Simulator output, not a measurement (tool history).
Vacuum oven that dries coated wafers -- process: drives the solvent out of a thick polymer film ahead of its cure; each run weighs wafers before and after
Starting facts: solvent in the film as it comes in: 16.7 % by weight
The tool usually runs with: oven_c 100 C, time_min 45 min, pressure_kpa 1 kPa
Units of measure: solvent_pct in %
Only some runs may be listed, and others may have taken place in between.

run    hour  oven_c  time_min  pressure_kpa  solvent_pct
  1       0     100        45             1         2.62
  2    60.3     100        45             1         2.51
  3     129     107        45             1         1.66
  4   176.4     100        45          2.54         3.05
  5   214.4     100        65             1         1.43
  6   276.5     100        65             1         1.53
  7   323.4     100        77             1         1.19
  8   361.2     100        77             1         1.23
  9   424.9     100        45             1         2.62
 10     481     100        45             1         2.62
 11   546.4     100        45             1          2.7
 12   625.2     100        45             1         2.66
 13   664.9     100        45             1         2.71
      723.6  -- vacuum gauge cleaned of residue and calibrated
 14   729.9     100        45             1         2.88
 15   796.4     100        45          0.57         2.79
 16   851.3     100        36             1         3.71
      857.8  -- vacuum gauge cleaned of residue and calibrated, once more
 17   922.4     100        43             1         2.79
 18   956.3      88        43             1         4.94
 19  1036.8      88        43             1         5.03
 20  1076.6      88        43             1         4.97
 21  1155.3      88        43             1         5.09
 22  1206.3     105        25          0.86         4.24
 23  1243.1     106        42          2.06         2.24
 24  1293.6     106        42          2.06         2.25
 25  1340.6     106        42          2.06         2.23
 26  1409.7     106        24          3.64         4.88
 27  1487.9     111        81          3.64         1.11
 28  1556.2      99        69           2.3            2
 29  1638.1     115        22          2.16         3.47
     1674.9  -- oven's thermocouples calibrated
 30  1699.1      94        44          2.31         4.22
 31  1756.4      94        51             1         2.97
 32  1824.9     102        51          1.16          1.9
 33  1860.9      92        37          1.16         4.86
 34  1917.5      91        52          1.92         4.05
 35  1953.5     100        51          1.85         2.41
 36  2000.5     106        59             1         1.13
 37  2037.4      93        28             1         6.14
 38  2117.8      87        37          1.45         6.09
 39  2198.4      87        37          1.45         6.27
 40  2245.9      87        37          1.45         6.37
 41  2287.3      87        37          1.45         6.23
 42  2321.6      87        37          1.45         6.39

Some steps in solvent_pct, run to run, broken into two amounts with sign: the step expected even without the hidden condition (settings, incoming material, random variation), and the rest, left for the hidden condition together with whatever gauge scatter is not in both the measured and the hidden-condition-free result:
Hidden state at play: true wafer temperature over the reading, C; true pressure over the reading, kPa; drift of the gauge itself on solvent_pct, %.
Run 13 -> 14: vacuum gauge cleaned of residue and calibrated. solvent_pct +0.17 %: hidden state +0.18, all else -0.01.
Run 16 -> 17: time_min 36 -> 43, vacuum gauge cleaned of residue and calibrated, once more. solvent_pct -0.92 %: hidden state -0.41, all else -0.51.
Run 26 -> 27: oven_c 106 -> 111, time_min 24 -> 81. solvent_pct -3.77 %: hidden state -0.14, all else -3.63.
Run 32 -> 33: oven_c 102 -> 92, time_min 51 -> 37. solvent_pct +2.96 %: hidden state +0.06, all else +2.9.
Run 36 -> 37: oven_c 106 -> 93, time_min 59 -> 28. solvent_pct +5.01 %: hidden state +0.09, all else +4.92.
